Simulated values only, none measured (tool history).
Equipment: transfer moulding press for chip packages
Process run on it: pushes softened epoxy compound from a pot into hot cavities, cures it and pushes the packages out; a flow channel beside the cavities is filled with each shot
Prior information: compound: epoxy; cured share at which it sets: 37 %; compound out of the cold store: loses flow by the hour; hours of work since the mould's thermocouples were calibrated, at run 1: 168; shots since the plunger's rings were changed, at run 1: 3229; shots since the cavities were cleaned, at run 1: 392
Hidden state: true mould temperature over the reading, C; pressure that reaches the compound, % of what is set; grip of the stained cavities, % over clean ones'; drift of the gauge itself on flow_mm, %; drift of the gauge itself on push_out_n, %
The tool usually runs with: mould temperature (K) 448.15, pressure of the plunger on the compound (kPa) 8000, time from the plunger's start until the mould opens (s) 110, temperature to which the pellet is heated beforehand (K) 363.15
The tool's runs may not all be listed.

run   hour  mould temperature (K)  pressure of the plunger on the compound (kPa)  time from the plunger's start until the mould opens (s)  temperature to which the pellet is heated beforehand (K)  hours of work since the mould's thermocouples were calibrated  shots since the plunger's rings were changed  shots since the cavities were cleaned  incoming compound's hours out of the cold store  length that the compound runs in the flow channel (mm)  greatest force on the pins that push the packages out (N)
  1    0.0                 448.15                                           8000                                                      110                                                    363.15                                                            168                                          3229                                    392                                             42.5                                                     842                                                        225
      30.8  -- cavities cleaned with cleaning compound and waxed
  2   34.7                 448.15                                           8000                                                      110                                                    363.15                                                            183                                          3491                                     30                                             41.4                                                     847                                                        215
  3   57.1                 448.15                                           8000                                                      110                                                    363.15                                                            193                                          3668                                    207                                              8.7                                                     959                                                        237
  4   87.1                 448.15                                           8000                                                      110                                                    363.15                                                            206                                          3905                                    444                                             47.4                                                     829                                                        217
     114.0  -- cavities cleaned with cleaning compound and waxed
  5  122.4                 448.15                                           8000                                                      110                                                    363.15                                                            221                                          4173                                     67                                             30.3                                                     882                                                        218
  6  165.4                 448.15                                           8000                                                      110                                                    363.15                                                            239                                          4512                                    406                                              8.6                                                     957                                                        229
     175.2  -- plunger's sealing rings changed
     197.1  -- cavities cleaned with cleaning compound and waxed
  7  205.7                 448.15                                           8000                                                      110                                                    363.15                                                            255                                           229                                     68                                             32.0                                                     881                                                        220
  8  251.4                 448.15                                           8000                                                      110                                                    363.15                                                            275                                           590                                    429                                             17.0                                                     929                                                        227
  9  272.8                 448.15                                           8000                                                      110                                                    363.15                                                            284                                           760                                    599                                             18.3                                                     922                                                        235
     278.4  -- cavities cleaned with cleaning compound and waxed
 10  297.2                 448.15                                           8000                                                      110                                                    363.15                                                            294                                           940                                    148                                             29.5                                                     887                                                        215
 11  329.1                 448.15                                           8000                                                      110                                                    363.15                                                            308                                          1192                                    400                                             11.0                                                     949                                                        225
     361.0  -- cavities cleaned with cleaning compound and waxed
 12  377.0                 448.15                                           8000                                                      110                                                    363.15                                                            329                                          1559                                    126                                             18.7                                                     923                                                        243
 13  412.7                 448.15                                           8000                                                      110                                                    363.15                                                            344                                          1841                                    408                                             34.8                                                     870                                                        231
     441.7  -- cavities cleaned with cleaning compound and waxed
 14  444.6                 448.15                                           8000                                                      110                                                    363.15                                                            357                                          2082                                     23                                             13.3                                                     941                                                        231
 15  488.8                 448.15                                           9250                                                      110                                                    361.15                                                            377                                          2431                                    372                                             14.1                                                    1007                                                        225
 16  513.6                 440.15                                           8490                                                      110                                                    363.15                                                            388                                          2627                                    568                                             30.0                                                     951                                                        383
     523.1  -- cavities cleaned with cleaning compound and waxed
 17  556.5                 440.15                                           8490                                                      110                                                    363.15                                                            406                                          2954                                    264                                             37.6                                                     923                                                        357
 18  595.5                 448.15                                           8000                                                      110                                                    366.15                                                            423                                          3262                                    572                                             27.2                                                     896                                                        223
     603.1  -- cavities cleaned with cleaning compound and waxed
 19  620.6                 456.15                                           8340                                                      121                                                    366.15                                                            433                                          3449                                    139                                             13.9                                                     920                                                        176
 20  647.5                 456.15                                           8340                                                      121                                                    366.15                                                            445                                          3661                                    351                                             20.4                                                     898                                                        183
     683.0  -- cavities cleaned with cleaning compound and waxed
 21  693.4                 456.15                                           8340                                                      121                                                    366.15                                                            464                                          4012                                     82                                             27.0                                                     877                                                        165
 22  719.4                 448.15                                           8000                                                       95                                                    369.15                                                            476                                          4218                                    288                                             21.4                                                     911                                                        277
 23  753.8                 446.15                                           7360                                                       94                                                    354.15                                                            491                                          4490                                    560                                             16.4                                                     901                                                        341
     763.9  -- plunger's sealing rings changed
     765.4  -- cavities cleaned with cleaning compound and waxed
 24  785.3                 448.15                                           8000                                                       91                                                    363.15                                                            503                                           157                                    157                                             35.1                                                     867                                                        304
 25  827.2                 442.15                                           8000                                                       91                                                    354.15                                                            521                                           488                                    488                                             24.6                                                     934                                                        487
     845.8  -- cavities cleaned with cleaning compound and waxed
 26  847.6                 442.15                                           6020                                                       91                                                    354.15                                                            529                                           638                                     15                                             23.0                                                     814                                                        484
 27  889.1                 442.15                                           6020                                                       91                                                    354.15                                                            547                                           966                                    343                                             13.1                                                     847                                                        503

Here are 3 independent what-if runs from the current tool condition. What would each one return?
  A  914.1                 442.15                                           6020                                                      145                                                    358.15                                                            558                                          1163                                    540                                             19.5                                                       ?                                                          ?
  B  914.1                 442.15                                           6430                                                       91                                                    361.15                                                            558                                          1163                                    540                                             36.9                                                       ?                                                          ?
  C  914.1                 448.15                                           7230                                                      110                                                    360.15                                                            558                                          1163                                    540                                             10.8                                                       ?                                                          ?

run  length that the compound runs in the flow channel (mm)  greatest force on the pins that push the packages out (N)
  A                                                     825                                                        216
  B                                                     798                                                        461
  C                                                     905                                                        237
Had the tool no hidden state, the same runs would have come out as:
run  length that the compound runs in the flow channel (mm)  greatest force on the pins that push the packages out (N)
  A                                                     826                                                        212
  B                                                     798                                                        453
  C                                                     905                                                        233
